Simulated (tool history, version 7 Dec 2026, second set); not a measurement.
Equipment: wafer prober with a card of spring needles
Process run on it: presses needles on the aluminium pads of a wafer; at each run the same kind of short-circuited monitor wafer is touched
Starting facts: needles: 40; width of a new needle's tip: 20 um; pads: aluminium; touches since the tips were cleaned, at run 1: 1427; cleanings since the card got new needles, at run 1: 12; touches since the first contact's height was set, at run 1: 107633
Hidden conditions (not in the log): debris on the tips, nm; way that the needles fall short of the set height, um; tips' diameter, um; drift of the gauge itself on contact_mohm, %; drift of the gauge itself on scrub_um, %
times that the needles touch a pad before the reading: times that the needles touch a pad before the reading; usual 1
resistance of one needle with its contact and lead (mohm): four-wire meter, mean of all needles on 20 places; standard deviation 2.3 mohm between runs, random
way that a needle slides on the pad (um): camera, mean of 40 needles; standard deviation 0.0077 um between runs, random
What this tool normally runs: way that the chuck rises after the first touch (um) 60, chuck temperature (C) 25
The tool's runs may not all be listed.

| run | day | way that the chuck rises after the first touch (um) | chuck temperature (C) | times that the needles touch a pad before the reading | touches since the tips were cleaned | cleanings since the card got new needles | touches since the first contact's height was set | resistance of one needle with its contact and lead (mohm) | way that a needle slides on the pad (um) |
|---|---|---|---|---|---|---|---|---|---|
| 1 | 0 | 60 | 25 | 1 | 1427 | 12 | 107633 | 310 | 8.634 |
|  | 0.725 | tips cleaned on abrasive film |
|  | 1.646 | tips cleaned on abrasive film |
| 2 | 2.221 | 60 | 25 | 1 | 5212 | 14 | 127674 | 367 | 8.618 |
|  | 2.621 | tips cleaned on abrasive film |
|  | 3.608 | tips cleaned on abrasive film |
|  | 4.617 | tips cleaned on abrasive film |
| 3 | 4.683 | 60 | 25 | 1 | 614 | 17 | 149856 | 290 | 8.606 |
|  | 5.554 | tips cleaned on abrasive film |
|  | 6.571 | tips cleaned on abrasive film |
| 4 | 7.342 | 60 | 41 | 1 | 7005 | 19 | 173846 | 376 | 8.588 |
|  | 7.562 | tips cleaned on abrasive film |
|  | 8.125 | height of the first contact set anew |
|  | 8.446 | tips cleaned on abrasive film |
|  | 9.388 | tips cleaned on abrasive film |
| 5 | 9.388 | 60 | 41 | 1 | 0 | 22 | 11388 | 278 | 8.687 |
|  | 10.333 | tips cleaned on abrasive film |
| 6 | 10.692 | 60 | 41 | 1 | 3276 | 23 | 23155 | 346 | 8.681 |
|  | 11.271 | tips cleaned on abrasive film |
|  | 12.262 | tips cleaned on abrasive film |
| 7 | 13.1 | 60 | 41 | 1 | 7582 | 25 | 44874 | 373 | 8.663 |
|  | 13.246 | tips cleaned on abrasive film |
|  | 14.142 | tips cleaned on abrasive film |
| 8 | 14.788 | 60 | 41 | 1 | 5833 | 27 | 60072 | 372 | 8.658 |
|  | 15.079 | tips cleaned on abrasive film |
|  | 16.012 | tips cleaned on abrasive film |
|  | 16.992 | tips cleaned on abrasive film |
| 9 | 17.429 | 60 | 82 | 1 | 3947 | 30 | 83863 | 358 | 8.636 |
|  | 17.942 | tips cleaned on abrasive film |
|  | 18.954 | tips cleaned on abrasive film |
| 10 | 19.262 | 60 | 82 | 1 | 2763 | 32 | 100383 | 337 | 8.618 |
|  | 19.95 | tips cleaned on abrasive film |
| 11 | 20.692 | 60 | 27 | 1 | 6695 | 33 | 113294 | 374 | 8.628 |
|  | 20.912 | tips cleaned on abrasive film |
|  | 21.95 | tips cleaned on abrasive film |
|  | 22.858 | tips cleaned on abrasive film |
| 12 | 23.317 | 40 | 25 | 1 | 4160 | 36 | 136957 | 475 | 5.691 |
|  | 23.75 | tips cleaned on abrasive film |
|  | 24.692 | tips cleaned on abrasive film |
|  | 25.708 | tips cleaned on abrasive film |
| 13 | 25.946 | 60 | 25 | 1 | 2160 | 39 | 160638 | 321 | 8.577 |
|  | 26.738 | tips cleaned on abrasive film |
|  | 27.679 | tips cleaned on abrasive film |
|  | 28.192 | height of the first contact set anew |
| 14 | 28.192 | 60 | 69 | 1 | 4522 | 41 | 0 | 365 | 8.708 |
|  | 28.696 | tips cleaned on abrasive film |
| 15 | 29.467 | 60 | 69 | 1 | 6956 | 42 | 11493 | 374 | 8.708 |
|  | 29.662 | tips cleaned on abrasive film |
|  | 30.696 | tips cleaned on abrasive film |
|  | 31.596 | tips cleaned on abrasive film |
| 16 | 32.021 | 60 | 40 | 1 | 3828 | 45 | 34505 | 357 | 8.683 |
|  | 32.504 | tips cleaned on abrasive film |
|  | 33.421 | tips cleaned on abrasive film |
| 17 | 34.15 | 63 | 73 | 1 | 6617 | 47 | 53714 | 360 | 9.086 |
|  | 34.467 | tips cleaned on abrasive film |
|  | 35.458 | tips cleaned on abrasive film |
| 18 | 35.979 | 63 | 73 | 1 | 4722 | 49 | 70207 | 356 | 9.11 |
|  | 36.396 | tips cleaned on abrasive film |
|  | 37.292 | tips cleaned on abrasive film |
| 19 | 37.642 | 63 | 73 | 1 | 3152 | 51 | 85157 | 342 | 9.08 |
|  | 38.183 | tips cleaned on abrasive film |
|  | 39.088 | tips cleaned on abrasive film |
|  | 40.108 | tips cleaned on abrasive film |
| 20 | 40.204 | 63 | 73 | 1 | 898 | 54 | 108269 | 301 | 9.036 |
|  | 41.071 | tips cleaned on abrasive film |
|  | 42.104 | tips cleaned on abrasive film |
| 21 | 42.45 | 63 | 30 | 2 | 3127 | 56 | 128503 | 305 | 9.042 |
|  | 43.017 | tips cleaned on abrasive film |
|  | 43.971 | tips cleaned on abrasive film |
| 22 | 44.317 | 41 | 45 | 3 | 3114 | 58 | 145322 | 338 | 5.827 |
|  | 45.033 | tips cleaned on abrasive film |
| 23 | 45.867 | 44 | 97 | 1 | 7518 | 59 | 159314 | 478 | 6.259 |
|  | 46.067 | tips cleaned on abrasive film |
|  | 47.125 | tips cleaned on abrasive film |
|  | 47.996 | tips cleaned on abrasive film |
|  | 48.212 | height of the first contact set anew |
| 24 | 48.212 | 60 | 39 | 3 | 1860 | 62 | 0 | 297 | 8.711 |
|  | 48.996 | tips cleaned on abrasive film |
| 25 | 49.35 | 60 | 39 | 3 | 3234 | 63 | 10264 | 295 | 8.706 |
|  | 49.942 | tips cleaned on abrasive film |
|  | 50.842 | tips cleaned on abrasive film |
| 26 | 51.271 | 60 | 25 | 2 | 3900 | 65 | 27585 | 312 | 8.692 |
|  | 51.783 | tips cleaned on abrasive film |
|  | 52.767 | tips cleaned on abrasive film |
| 27 | 53.312 | 60 | 25 | 2 | 4934 | 67 | 45981 | 321 | 8.658 |
|  | 53.646 | tips cleaned on abrasive film |
|  | 54.7 | tips cleaned on abrasive film |
|  | 55.575 | tips cleaned on abrasive film |
| 28 | 55.929 | 49 | 25 | 1 | 3227 | 70 | 69559 | 383 | 7.052 |
|  | 56.454 | tips cleaned on abrasive film |
|  | 57.417 | tips cleaned on abrasive film |
| 29 | 57.417 | 73 | 47 | 2 | 0 | 72 | 82939 | 265 | 10.533 |

Below are 4 alternative next runs, each starting from the tool's condition after run 29. Predict each:
|  | 58.371 | tips cleaned on abrasive film |
|  | 59.388 | tips cleaned on abrasive film |
| A | 59.725 | 73 | 47 | 2 | 3078 | 74 | 103778 | ? | ? |
|  | 58.371 | tips cleaned on abrasive film |
|  | 59.388 | tips cleaned on abrasive film |
| B | 59.725 | 75 | 33 | 2 | 3078 | 74 | 103778 | ? | ? |
|  | 58.371 | tips cleaned on abrasive film |
|  | 59.388 | tips cleaned on abrasive film |
| C | 59.725 | 72 | 43 | 3 | 3078 | 74 | 103778 | ? | ? |
|  | 58.371 | tips cleaned on abrasive film |
|  | 59.388 | tips cleaned on abrasive film |
| D | 59.725 | 73 | 25 | 1 | 3078 | 74 | 103778 | ? | ? |

| run | resistance of one needle with its contact and lead (mohm) | way that a needle slides on the pad (um) |
|---|---|---|
| A | 301 | 10.518 |
| B | 297 | 10.795 |
| C | 291 | 10.371 |
| D | 321 | 10.512 |
Take away the tool's hidden state, keep each run's random variation, and the runs would have read:
| run | resistance of one needle with its contact and lead (mohm) | way that a needle slides on the pad (um) |
|---|---|---|
| A | 264 | 10.601 |
| B | 261 | 10.878 |
| C | 267 | 10.454 |
| D | 258 | 10.595 |
